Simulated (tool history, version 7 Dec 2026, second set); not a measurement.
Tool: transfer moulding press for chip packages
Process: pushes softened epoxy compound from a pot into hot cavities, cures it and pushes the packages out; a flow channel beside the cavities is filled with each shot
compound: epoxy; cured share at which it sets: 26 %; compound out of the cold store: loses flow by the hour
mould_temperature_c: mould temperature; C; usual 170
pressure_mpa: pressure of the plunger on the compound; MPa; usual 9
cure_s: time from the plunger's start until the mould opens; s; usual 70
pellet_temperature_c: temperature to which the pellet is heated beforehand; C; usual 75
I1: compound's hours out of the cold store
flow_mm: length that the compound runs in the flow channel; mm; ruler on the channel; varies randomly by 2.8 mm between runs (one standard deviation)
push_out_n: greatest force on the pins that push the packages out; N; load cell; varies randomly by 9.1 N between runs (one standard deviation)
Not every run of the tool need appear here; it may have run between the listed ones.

{"run": 1, "hour": 0.0, "mould_temperature_c": 170, "pressure_mpa": 9, "cure_s": 70, "pellet_temperature_c": 75, "I1": 46.9, "flow_mm": 717, "push_out_n": 374}
{"run": 2, "hour": 8.8, "mould_temperature_c": 170, "pressure_mpa": 9, "cure_s": 70, "pellet_temperature_c": 75, "I1": 8.2, "flow_mm": 868, "push_out_n": 465}
{"run": 3, "hour": 13.1, "mould_temperature_c": 170, "pressure_mpa": 9, "cure_s": 70, "pellet_temperature_c": 75, "I1": 39.2, "flow_mm": 749, "push_out_n": 433}
{"run": 4, "hour": 20.8, "mould_temperature_c": 170, "pressure_mpa": 9, "cure_s": 70, "pellet_temperature_c": 75, "I1": 14.1, "flow_mm": 838, "push_out_n": 480}
{"run": 5, "hour": 29.2, "mould_temperature_c": 170, "pressure_mpa": 9, "cure_s": 70, "pellet_temperature_c": 68, "I1": 13.4, "flow_mm": 842, "push_out_n": 556}
{"run": 6, "hour": 33.0, "mould_temperature_c": 170, "pressure_mpa": 9, "cure_s": 70, "pellet_temperature_c": 75, "I1": 36.2, "flow_mm": 748, "push_out_n": 514}
{"run": 7, "hour": 41.8, "mould_temperature_c": 170, "pressure_mpa": 9, "cure_s": 70, "pellet_temperature_c": 75, "I1": 36.4, "flow_mm": 754, "push_out_n": 561}
{"run": 8, "hour": 47.6, "mould_temperature_c": 170, "pressure_mpa": 9, "cure_s": 70, "pellet_temperature_c": 75, "I1": 24.5, "flow_mm": 793, "push_out_n": 569}
{"run": 9, "hour": 53.3, "mould_temperature_c": 170, "pressure_mpa": 9, "cure_s": 70, "pellet_temperature_c": 75, "I1": 36.8, "flow_mm": 752, "push_out_n": 567}
{"run": 10, "hour": 58.3, "mould_temperature_c": 170, "pressure_mpa": 9, "cure_s": 70, "pellet_temperature_c": 70, "I1": 14.6, "flow_mm": 837, "push_out_n": 590}
{"run": 11, "hour": 64.7, "mould_temperature_c": 170, "pressure_mpa": 9, "cure_s": 70, "pellet_temperature_c": 75, "I1": 47.7, "flow_mm": 711, "push_out_n": 575}
{"run": 12, "hour": 69.2, "mould_temperature_c": 170, "pressure_mpa": 9, "cure_s": 70, "pellet_temperature_c": 75, "I1": 45.3, "flow_mm": 716, "push_out_n": 577}
{"run": 13, "hour": 77.9, "mould_temperature_c": 170, "pressure_mpa": 9, "cure_s": 70, "pellet_temperature_c": 75, "I1": 37.5, "flow_mm": 742, "push_out_n": 608}
{"run": 14, "hour": 86.6, "mould_temperature_c": 170, "pressure_mpa": 7.06, "cure_s": 70, "pellet_temperature_c": 75, "I1": 12.4, "flow_mm": 746, "push_out_n": 673}
{"run": 15, "hour": 93.3, "mould_temperature_c": 170, "pressure_mpa": 7.06, "cure_s": 70, "pellet_temperature_c": 75, "I1": 32.9, "flow_mm": 676, "push_out_n": 642}
{"hour": 101.9, "done": "cavities cleaned with cleaning compound and waxed"}
{"run": 16, "hour": 103.7, "mould_temperature_c": 170, "pressure_mpa": 7.06, "cure_s": 70, "pellet_temperature_c": 75, "I1": 41.1, "flow_mm": 646, "push_out_n": 381}
{"run": 17, "hour": 109.3, "mould_temperature_c": 178, "pressure_mpa": 9, "cure_s": 70, "pellet_temperature_c": 84, "I1": 16.5, "flow_mm": 803, "push_out_n": 292}
{"run": 18, "hour": 118.4, "mould_temperature_c": 168, "pressure_mpa": 10.81, "cure_s": 81, "pellet_temperature_c": 79, "I1": 16.1, "flow_mm": 902, "push_out_n": 398}
{"run": 19, "hour": 122.3, "mould_temperature_c": 165, "pressure_mpa": 7.12, "cure_s": 96, "pellet_temperature_c": 81, "I1": 42.2, "flow_mm": 649, "push_out_n": 363}
{"run": 20, "hour": 126.2, "mould_temperature_c": 165, "pressure_mpa": 7.12, "cure_s": 96, "pellet_temperature_c": 65, "I1": 28.7, "flow_mm": 697, "push_out_n": 369}
{"run": 21, "hour": 131.7, "mould_temperature_c": 170, "pressure_mpa": 9, "cure_s": 70, "pellet_temperature_c": 83, "I1": 43.7, "flow_mm": 718, "push_out_n": 503}
{"run": 22, "hour": 138.9, "mould_temperature_c": 163, "pressure_mpa": 7.48, "cure_s": 82, "pellet_temperature_c": 67, "I1": 38.2, "flow_mm": 684, "push_out_n": 618}
{"run": 23, "hour": 144.6, "mould_temperature_c": 163, "pressure_mpa": 9, "cure_s": 55, "pellet_temperature_c": 75, "I1": 41.9, "flow_mm": 740, "push_out_n": 1407}
{"run": 24, "hour": 151.5, "mould_temperature_c": 163, "pressure_mpa": 9, "cure_s": 55, "pellet_temperature_c": 75, "I1": 22.8, "flow_mm": 809, "push_out_n": 1533}
{"run": 25, "hour": 156.8, "mould_temperature_c": 162, "pressure_mpa": 9, "cure_s": 52, "pellet_temperature_c": 77, "I1": 30.4, "flow_mm": 783, "push_out_n": 1679}
{"run": 26, "hour": 162.4, "mould_temperature_c": 162, "pressure_mpa": 9, "cure_s": 52, "pellet_temperature_c": 77, "I1": 26.8, "flow_mm": 796, "push_out_n": 1696}
{"run": 27, "hour": 171.2, "mould_temperature_c": 171, "pressure_mpa": 8.4, "cure_s": 52, "pellet_temperature_c": 77, "I1": 37.7, "flow_mm": 712, "push_out_n": 1189}
{"run": 28, "hour": 176.4, "mould_temperature_c": 169, "pressure_mpa": 7.67, "cure_s": 70, "pellet_temperature_c": 75, "I1": 25, "flow_mm": 725, "push_out_n": 632}

Predict each of these 5 candidate next runs independently; none follows another, all start after run 28:
{"run": "A", "hour": 182.0, "mould_temperature_c": 169, "pressure_mpa": 7.67, "cure_s": 72, "pellet_temperature_c": 75, "I1": 46.3, "flow_mm": "?", "push_out_n": "?"}
{"run": "B", "hour": 182.0, "mould_temperature_c": 170, "pressure_mpa": 9.57, "cure_s": 72, "pellet_temperature_c": 75, "I1": 45.3, "flow_mm": "?", "push_out_n": "?"}
{"run": "C", "hour": 182.0, "mould_temperature_c": 175, "pressure_mpa": 7.67, "cure_s": 89, "pellet_temperature_c": 75, "I1": 9.2, "flow_mm": "?", "push_out_n": "?"}
{"run": "D", "hour": 182.0, "mould_temperature_c": 169, "pressure_mpa": 7.67, "cure_s": 72, "pellet_temperature_c": 75, "I1": 30.7, "flow_mm": "?", "push_out_n": "?"}
{"run": "E", "hour": 182.0, "mould_temperature_c": 171, "pressure_mpa": 7.32, "cure_s": 70, "pellet_temperature_c": 84, "I1": 9, "flow_mm": "?", "push_out_n": "?"}

run=A flow_mm=649 push_out_n=616
run=B flow_mm=733 push_out_n=591
run=C flow_mm=768 push_out_n=400
run=D flow_mm=706 push_out_n=615
run=E flow_mm=759 push_out_n=597
Without the tool's unlogged condition, the same runs would have read:
run=A flow_mm=675 push_out_n=385
run=B flow_mm=764 push_out_n=369
run=C flow_mm=800 push_out_n=246
run=D flow_mm=735 push_out_n=384
run=E flow_mm=790 push_out_n=373
